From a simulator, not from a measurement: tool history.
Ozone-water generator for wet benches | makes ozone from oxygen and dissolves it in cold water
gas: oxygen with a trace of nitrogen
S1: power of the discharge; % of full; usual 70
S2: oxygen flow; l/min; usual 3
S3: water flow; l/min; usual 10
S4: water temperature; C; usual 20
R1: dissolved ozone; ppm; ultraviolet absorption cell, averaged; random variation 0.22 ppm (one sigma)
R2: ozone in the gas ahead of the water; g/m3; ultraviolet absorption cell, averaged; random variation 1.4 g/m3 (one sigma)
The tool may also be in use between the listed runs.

| run | hour | S1 | S2 | S3 | S4 | R1 | R2 |
|---|---|---|---|---|---|---|---|
| 1 | 0 | 70 | 3 | 10 | 20 | 32.9 | 269 |
| 2 | 59.2 | 70 | 3 | 10 | 20 | 33.1 | 269.4 |
| 3 | 158.5 | 70 | 3 | 11 | 20 | 30.8 | 267.7 |
| 4 | 224.8 | 70 | 3 | 11 | 20 | 30.8 | 267.6 |
| 5 | 305.3 | 70 | 3 | 10 | 20 | 33.1 | 266.4 |
| 6 | 415.3 | 70 | 3 | 10 | 20 | 33.3 | 272 |
| 7 | 478.8 | 70 | 3 | 10 | 20 | 33.2 | 266.8 |
| 8 | 570.6 | 70 | 3 | 10 | 20 | 33.1 | 267.7 |
| 9 | 676.7 | 70 | 3 | 10 | 20 | 33.2 | 268.3 |
| 10 | 759 | 70 | 2.72 | 10 | 21 | 32.1 | 279.5 |
| 11 | 873.2 | 70 | 2.56 | 8 | 21 | 37.8 | 284.2 |
| 12 | 951.2 | 70 | 3.13 | 6 | 20 | 46.8 | 262.8 |
| 13 | 1044 | 70 | 3.13 | 8 | 26 | 34.5 | 266.1 |
| 14 | 1142 | 97 | 3.68 | 10 | 12 | 48.6 | 314.9 |
| 15 | 1216 | 70 | 3 | 8 | 17 | 41 | 267.5 |

Forecast each of these 3 alternatives for the next run:
| A | 1293.3 | 70 | 4.24 | 8 | 17 | ? | ? |
| B | 1293.3 | 57 | 3.85 | 10 | 21 | ? | ? |
| C | 1293.3 | 70 | 3.82 | 14 | 22 | ? | ? |

| run | R1 | R2 |
|---|---|---|
| A | 41.9 | 234.2 |
| B | 28.9 | 212.7 |
| C | 25.4 | 244.4 |
Without the tool's hidden state the same runs would have given:
| run | R1 | R2 |
|---|---|---|
| A | 42 | 234.4 |
| B | 28.9 | 212.8 |
| C | 25.4 | 244.6 |
